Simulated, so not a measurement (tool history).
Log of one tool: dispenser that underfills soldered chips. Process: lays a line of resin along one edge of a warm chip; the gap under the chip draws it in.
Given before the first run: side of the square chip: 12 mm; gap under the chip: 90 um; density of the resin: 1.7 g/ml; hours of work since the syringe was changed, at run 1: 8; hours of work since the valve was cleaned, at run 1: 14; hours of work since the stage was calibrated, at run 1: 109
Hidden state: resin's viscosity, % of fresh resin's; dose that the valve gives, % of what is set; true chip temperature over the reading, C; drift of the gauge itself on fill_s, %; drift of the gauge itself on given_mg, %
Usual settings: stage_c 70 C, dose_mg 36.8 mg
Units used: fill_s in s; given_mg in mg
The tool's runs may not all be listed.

run    day  stage_c  dose_mg  hours of work since the syringe was changed  hours of work since the valve was cleaned  hours of work since the stage was calibrated  fill_s  given_mg
  1  0.000       70     36.8                                            8                                         14                                           109    82.1     36.48
     0.067  -- new syringe of resin
  2  0.100       70     36.8                                            1                                         15                                           110    55.4     36.38
  3  0.233       66     36.8                                            3                                         17                                           112    73.0     36.29
  4  0.396       66     36.8                                            5                                         20                                           115    85.4     36.32
     0.596  -- new syringe of resin
  5  0.600       66     36.8                                            0                                         23                                           118    64.8     36.54
  6  0.725       66     36.8                                            2                                         25                                           120    73.2     36.38
  7  0.821       70     36.8                                            4                                         27                                           122    66.7     36.33
  8  0.900       70     36.8                                            5                                         28                                           123    72.2     36.31
  9  1.000       70     36.8                                            7                                         30                                           125    79.1     36.34
     1.121  -- new syringe of resin
 10  1.188       70     36.8                                            1                                         33                                           128    57.9     36.34
 11  1.333       70     36.8                                            3                                         35                                           130    64.6     36.34
 12  1.500       70     36.8                                            6                                         38                                           133    74.9     36.27
     1.650  -- new syringe of resin
 13  1.683       76     36.8                                            1                                         40                                           135    43.7     36.16
 14  1.817       66     36.8                                            3                                         43                                           138    78.0     36.06
 15  1.929       70     38.1                                            5                                         44                                           139    70.0     37.38
 16  2.079       70     36.8                                            7                                         47                                           142    80.5     36.02
     2.171  -- new syringe of resin
 17  2.233       70     36.8                                            1                                         49                                           144    57.4     36.18
 18  2.338       55     36.8                                            3                                         51                                           146   128.2     36.10
 19  2.508       55     36.8                                            5                                         54                                           149   151.5     35.83
 20  2.658       59     32.1                                            8                                         56                                           151   144.7     31.43
     2.696  -- new syringe of resin
 21  2.775       84     37.1                                            1                                         58                                           153    31.9     36.33
 22  2.962       60     37.6                                            4                                         61                                           156   110.0     36.53
 23  3.125       84     36.4                                            7                                         63                                           159    43.3     35.55
     3.229  -- new syringe of resin
 24  3.312       84     36.4                                            1                                         66                                           161    32.7     35.56
 25  3.471       84     36.4                                            4                                         69                                           164    36.3     35.40
 26  3.592       66     39.4                                            6                                         71                                           166    91.7     38.16
 27  3.729       66     39.4                                            8                                         73                                           168   100.9     38.18
     3.758  -- new syringe of resin
 28  3.904       59     36.8                                            2                                         76                                           171   109.0     35.63
 29  4.079       59     45.3                                            5                                         79                                           174   123.7     43.82
 30  4.242       59     45.3                                            8                                         81                                           176   144.3     43.83
     4.292  -- new syringe of resin
 31  4.392       59     45.3                                            2                                         84                                           179   101.5     43.83

Run 32, settings as shown, results not yet in. Your forecast:
 32  4.475       70     31.4                                            3                                         85                                           180       ?         ?

Run 32 measured fill_s 67.1 s, given_mg 30.38 mg.
With no hidden state in the tool, this same run would have given fill_s 54.1 s, given_mg 31.48 mg.
